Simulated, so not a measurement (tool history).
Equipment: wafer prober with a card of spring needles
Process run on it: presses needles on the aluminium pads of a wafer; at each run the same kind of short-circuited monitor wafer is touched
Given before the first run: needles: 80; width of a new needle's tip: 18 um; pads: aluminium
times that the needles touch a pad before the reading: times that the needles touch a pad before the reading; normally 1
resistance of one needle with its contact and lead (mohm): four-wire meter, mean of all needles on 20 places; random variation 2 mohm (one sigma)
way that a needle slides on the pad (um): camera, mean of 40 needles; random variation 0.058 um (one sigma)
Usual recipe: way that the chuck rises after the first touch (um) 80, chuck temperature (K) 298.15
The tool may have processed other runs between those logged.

run   hour  way that the chuck rises after the first touch (um)  chuck temperature (K)  times that the needles touch a pad before the reading  resistance of one needle with its contact and lead (mohm)  way that a needle slides on the pad (um)
  1      0                                                   80                 298.15                                                      1                                                        262                                     17.01
  2      9                                                   80                 298.15                                                      1                                                        252                                     17.09
  3   15.1                                                   69                 298.15                                                      1                                                        394                                     14.64
  4   30.4                                                   69                 298.15                                                      1                                                        328                                     14.58
  5   41.6                                                   69                 298.15                                                      2                                                        308                                     14.63
  6     56                                                   69                 328.15                                                      2                                                        237                                     14.59
  7   71.1                                                   69                 328.15                                                      2                                                        315                                     14.62
  8   86.3                                                   69                 328.15                                                      2                                                        243                                     14.47
  9   95.4                                                   69                 328.15                                                      2                                                        240                                     14.59
 10  110.6                                                   69                 328.15                                                      2                                                        327                                     14.56
 11  120.9                                                   80                 298.15                                                      1                                                        342                                     17.04
 12  130.8                                                   80                 298.15                                                      1                                                        348                                     16.84
 13  140.5                                                   80                 298.15                                                      1                                                        355                                     16.83
 14  147.3                                                   70                 298.15                                                      1                                                        347                                     14.63
 15    162                                                   70                 298.15                                                      1                                                        413                                     14.64
 16  175.5                                                   70                 298.15                                                      1                                                        324                                     14.62
 17  184.1                                                   72                 316.15                                                      3                                                        254                                     15.17
 18  198.9                                                   80                 302.15                                                      2                                                        300                                     16.81
 19  206.7                                                   96                 302.15                                                      2                                                        266                                     20.25
 20  220.1                                                   65                 318.15                                                      1                                                        428                                     14.06
 21  226.9                                                   80                 335.15                                                      1                                                        337                                     17.42
 22  241.6                                                   87                 306.15                                                      3                                                        232                                     18.78
 23  248.1                                                   75                 305.15                                                      2                                                        308                                     16.19
 24  258.1                                                   91                 298.15                                                      1                                                        329                                     19.74
 25  267.9                                                   86                 312.15                                                      1                                                        344                                     18.52
 26  280.6                                                   86                 312.15                                                      1                                                        262                                     18.51
 27  293.6                                                   73                 341.15                                                      3                                                        275                                     15.58
 28  302.1                                                   75                 320.15                                                      3                                                        260                                     16.07
 29  311.7                                                   75                 320.15                                                      3                                                        263                                     16.11
 30  318.4                                                   75                 320.15                                                      3                                                        242                                     16.14
 31  331.4                                                   79                 298.15                                                      1                                                        330                                     16.97

The log once held 35 entries between its listed runs, left out of this copy. Where does each go, and what is different about the tool's unlogged condition between the listed run before it and the listed run after it?
Runs 1 to 2: tips cleaned on abrasive film (hour 7.9)
  debris on the tips, nm: 46.7 -> 38.5; way that the needles fall short of the set height, um: 1.32 -> 1.39; tips' diameter, um: 18.46 -> 18.49
  measured value less the no-hidden-state value, resistance of one needle with its contact and lead (mohm): +48 -> +40; way that a needle slides on the pad (um): -0.29 -> -0.31
Runs 3 to 4: tips cleaned on abrasive film (hour 18); tips cleaned on abrasive film (hour 27.4)
  debris on the tips, nm: 136.1 -> 85; way that the needles fall short of the set height, um: 1.39 -> 1.52; tips' diameter, um: 18.49 -> 18.53
  measured value less the no-hidden-state value, resistance of one needle with its contact and lead (mohm): +180 -> +113; way that a needle slides on the pad (um): -0.3 -> -0.32
Runs 4 to 5: tips cleaned on abrasive film (hour 37.3)
  debris on the tips, nm: 85 -> 111.9; way that the needles fall short of the set height, um: 1.52 -> 1.56; tips' diameter, um: 18.53 -> 18.55
  measured value less the no-hidden-state value, resistance of one needle with its contact and lead (mohm): +113 -> +91; way that a needle slides on the pad (um): -0.32 -> -0.34
Runs 5 to 6: tips cleaned on abrasive film (hour 46.4); tips cleaned on abrasive film (hour 55.6)
  debris on the tips, nm: 111.9 -> 20.4; way that the needles fall short of the set height, um: 1.56 -> 1.69; tips' diameter, um: 18.55 -> 18.59
  measured value less the no-hidden-state value, resistance of one needle with its contact and lead (mohm): +91 -> +17; way that a needle slides on the pad (um): -0.34 -> -0.37
Runs 6 to 7: tips cleaned on abrasive film (hour 65.5)
  debris on the tips, nm: 20.4 -> 120.7; way that the needles fall short of the set height, um: 1.69 -> 1.77; tips' diameter, um: 18.59 -> 18.62
  measured value less the no-hidden-state value, resistance of one needle with its contact and lead (mohm): +17 -> +94; way that a needle slides on the pad (um): -0.37 -> -0.39
Runs 7 to 8: tips cleaned on abrasive film (hour 75.7); tips cleaned on abrasive film (hour 85.7)
  debris on the tips, nm: 120.7 -> 27.5; way that the needles fall short of the set height, um: 1.77 -> 1.87; tips' diameter, um: 18.62 -> 18.65
  measured value less the no-hidden-state value, resistance of one needle with its contact and lead (mohm): +94 -> +22; way that a needle slides on the pad (um): -0.39 -> -0.41
Runs 8 to 9: tips cleaned on abrasive film (hour 95.3)
  debris on the tips, nm: 27.5 -> 20.7; way that the needles fall short of the set height, um: 1.87 -> 1.91; tips' diameter, um: 18.65 -> 18.67
  measured value less the no-hidden-state value, resistance of one needle with its contact and lead (mohm): +22 -> +17; way that a needle slides on the pad (um): -0.41 -> -0.41
Runs 9 to 10: tips cleaned on abrasive film (hour 105.3)
  debris on the tips, nm: 20.7 -> 122.2; way that the needles fall short of the set height, um: 1.91 -> 1.96; tips' diameter, um: 18.67 -> 18.69
  measured value less the no-hidden-state value, resistance of one needle with its contact and lead (mohm): +17 -> +99; way that a needle slides on the pad (um): -0.41 -> -0.43
Runs 10 to 11: tips cleaned on abrasive film (hour 115.1)
  debris on the tips, nm: 122.2 -> 121.5; way that the needles fall short of the set height, um: 1.96 -> 2.02; tips' diameter, um: 18.69 -> 18.71
  measured value less the no-hidden-state value, resistance of one needle with its contact and lead (mohm): +99 -> +128; way that a needle slides on the pad (um): -0.43 -> -0.44
Runs 11 to 12: tips cleaned on abrasive film (hour 124.2)
  debris on the tips, nm: 121.5 -> 132.7; way that the needles fall short of the set height, um: 2.02 -> 2.07; tips' diameter, um: 18.71 -> 18.73
  measured value less the no-hidden-state value, resistance of one needle with its contact and lead (mohm): +128 -> +138; way that a needle slides on the pad (um): -0.44 -> -0.45
Runs 12 to 13: tips cleaned on abrasive film (hour 133.9)
  debris on the tips, nm: 132.7 -> 132.5; way that the needles fall short of the set height, um: 2.07 -> 2.12; tips' diameter, um: 18.73 -> 18.74
  measured value less the no-hidden-state value, resistance of one needle with its contact and lead (mohm): +138 -> +142; way that a needle slides on the pad (um): -0.45 -> -0.46
Runs 13 to 14: tips cleaned on abrasive film (hour 143.6)
  debris on the tips, nm: 132.5 -> 99.6; way that the needles fall short of the set height, um: 2.12 -> 2.16; tips' diameter, um: 18.74 -> 18.76
  measured value less the no-hidden-state value, resistance of one needle with its contact and lead (mohm): +142 -> +134; way that a needle slides on the pad (um): -0.46 -> -0.47
Runs 14 to 15: tips cleaned on abrasive film (hour 153.3)
  debris on the tips, nm: 99.6 -> 151.9; way that the needles fall short of the set height, um: 2.16 -> 2.22; tips' diameter, um: 18.76 -> 18.78
  measured value less the no-hidden-state value, resistance of one needle with its contact and lead (mohm): +134 -> +202; way that a needle slides on the pad (um): -0.47 -> -0.49
Runs 15 to 16: tips cleaned on abrasive film (hour 162.8); tips cleaned on abrasive film (hour 172.3)
  debris on the tips, nm: 151.9 -> 82.8; way that the needles fall short of the set height, um: 2.22 -> 2.33; tips' diameter, um: 18.78 -> 18.81
  measured value less the no-hidden-state value, resistance of one needle with its contact and lead (mohm): +202 -> +112; way that a needle slides on the pad (um): -0.49 -> -0.5
Runs 16 to 17: tips cleaned on abrasive film (hour 181.9)
  debris on the tips, nm: 82.8 -> 70.3; way that the needles fall short of the set height, um: 2.33 -> 2.37; tips' diameter, um: 18.81 -> 18.83
  measured value less the no-hidden-state value, resistance of one needle with its contact and lead (mohm): +112 -> +34; way that a needle slides on the pad (um): -0.5 -> -0.52
Runs 17 to 18: tips cleaned on abrasive film (hour 191.9)
  debris on the tips, nm: 70.3 -> 131.5; way that the needles fall short of the set height, um: 2.37 -> 2.41; tips' diameter, um: 18.83 -> 18.84
  measured value less the no-hidden-state value, resistance of one needle with its contact and lead (mohm): +34 -> +86; way that a needle slides on the pad (um): -0.52 -> -0.52
Runs 18 to 19: tips cleaned on abrasive film (hour 201.9)
  debris on the tips, nm: 131.5 -> 119; way that the needles fall short of the set height, um: 2.41 -> 2.45; tips' diameter, um: 18.84 -> 18.86
  measured value less the no-hidden-state value, resistance of one needle with its contact and lead (mohm): +86 -> +56; way that a needle slides on the pad (um): -0.52 -> -0.53
Runs 19 to 20: tips cleaned on abrasive film (hour 211); height of the first contact set anew (hour 217.4)
  debris on the tips, nm: 119 -> 147.6; way that the needles fall short of the set height, um: 2.45 -> 0; tips' diameter, um: 18.86 -> 18.88
  measured value less the no-hidden-state value, resistance of one needle with its contact and lead (mohm): +56 -> +209; way that a needle slides on the pad (um): -0.53 -> +0
Runs 20 to 21: tips cleaned on abrasive film (hour 221.4)
  debris on the tips, nm: 147.6 -> 116.8; way that the needles fall short of the set height, um: 0 -> 0.06; tips' diameter, um: 18.88 -> 18.9
  measured value less the no-hidden-state value, resistance of one needle with its contact and lead (mohm): +209 -> +114; way that a needle slides on the pad (um): +0 -> -0.01
Runs 21 to 22: tips cleaned on abrasive film (hour 231.1); tips cleaned on abrasive film (hour 240.3)
  debris on the tips, nm: 116.8 -> 49.8; way that the needles fall short of the set height, um: 0.06 -> 0.19; tips' diameter, um: 18.9 -> 18.94
  measured value less the no-hidden-state value, resistance of one needle with its contact and lead (mohm): +114 -> +16; way that a needle slides on the pad (um): -0.01 -> -0.04
Runs 23 to 24: tips cleaned on abrasive film (hour 250.4)
  debris on the tips, nm: 143 -> 142.2; way that the needles fall short of the set height, um: 0.19 -> 0.26; tips' diameter, um: 18.94 -> 18.97
  measured value less the no-hidden-state value, resistance of one needle with its contact and lead (mohm): +97 -> +118; way that a needle slides on the pad (um): -0.04 -> -0.06
Runs 24 to 25: tips cleaned on abrasive film (hour 259.6)
  debris on the tips, nm: 142.2 -> 145.2; way that the needles fall short of the set height, um: 0.26 -> 0.3; tips' diameter, um: 18.97 -> 18.98
  measured value less the no-hidden-state value, resistance of one needle with its contact and lead (mohm): +118 -> +130; way that a needle slides on the pad (um): -0.06 -> -0.06
Runs 25 to 26: tips cleaned on abrasive film (hour 269.3); tips cleaned on abrasive film (hour 278.8)
  debris on the tips, nm: 145.2 -> 56.9; way that the needles fall short of the set height, um: 0.3 -> 0.4; tips' diameter, um: 18.98 -> 19.02
  measured value less the no-hidden-state value, resistance of one needle with its contact and lead (mohm): +130 -> +51; way that a needle slides on the pad (um): -0.06 -> -0.09
Runs 26 to 27: tips cleaned on abrasive film (hour 288.2)
  debris on the tips, nm: 56.9 -> 119.3; way that the needles fall short of the set height, um: 0.4 -> 0.46; tips' diameter, um: 19.02 -> 19.04
  measured value less the no-hidden-state value, resistance of one needle with its contact and lead (mohm): +51 -> +50; way that a needle slides on the pad (um): -0.09 -> -0.1
Runs 27 to 28: tips cleaned on abrasive film (hour 297.8)
  debris on the tips, nm: 119.3 -> 99.3; way that the needles fall short of the set height, um: 0.46 -> 0.52; tips' diameter, um: 19.04 -> 19.06
  measured value less the no-hidden-state value, resistance of one needle with its contact and lead (mohm): +50 -> +41; way that a needle slides on the pad (um): -0.1 -> -0.11
Runs 28 to 29: tips cleaned on abrasive film (hour 306.9)
  debris on the tips, nm: 99.3 -> 115.5; way that the needles fall short of the set height, um: 0.52 -> 0.56; tips' diameter, um: 19.06 -> 19.08
  measured value less the no-hidden-state value, resistance of one needle with its contact and lead (mohm): +41 -> +48; way that a needle slides on the pad (um): -0.11 -> -0.13
Runs 29 to 30: tips cleaned on abrasive film (hour 317)
  debris on the tips, nm: 115.5 -> 47.2; way that the needles fall short of the set height, um: 0.56 -> 0.62; tips' diameter, um: 19.08 -> 19.09
  measured value less the no-hidden-state value, resistance of one needle with its contact and lead (mohm): +48 -> +21; way that a needle slides on the pad (um): -0.13 -> -0.13
Runs 30 to 31: tips cleaned on abrasive film (hour 326.3)
  debris on the tips, nm: 47.2 -> 112; way that the needles fall short of the set height, um: 0.62 -> 0.69; tips' diameter, um: 19.09 -> 19.12
  measured value less the no-hidden-state value, resistance of one needle with its contact and lead (mohm): +21 -> +120; way that a needle slides on the pad (um): -0.13 -> -0.15

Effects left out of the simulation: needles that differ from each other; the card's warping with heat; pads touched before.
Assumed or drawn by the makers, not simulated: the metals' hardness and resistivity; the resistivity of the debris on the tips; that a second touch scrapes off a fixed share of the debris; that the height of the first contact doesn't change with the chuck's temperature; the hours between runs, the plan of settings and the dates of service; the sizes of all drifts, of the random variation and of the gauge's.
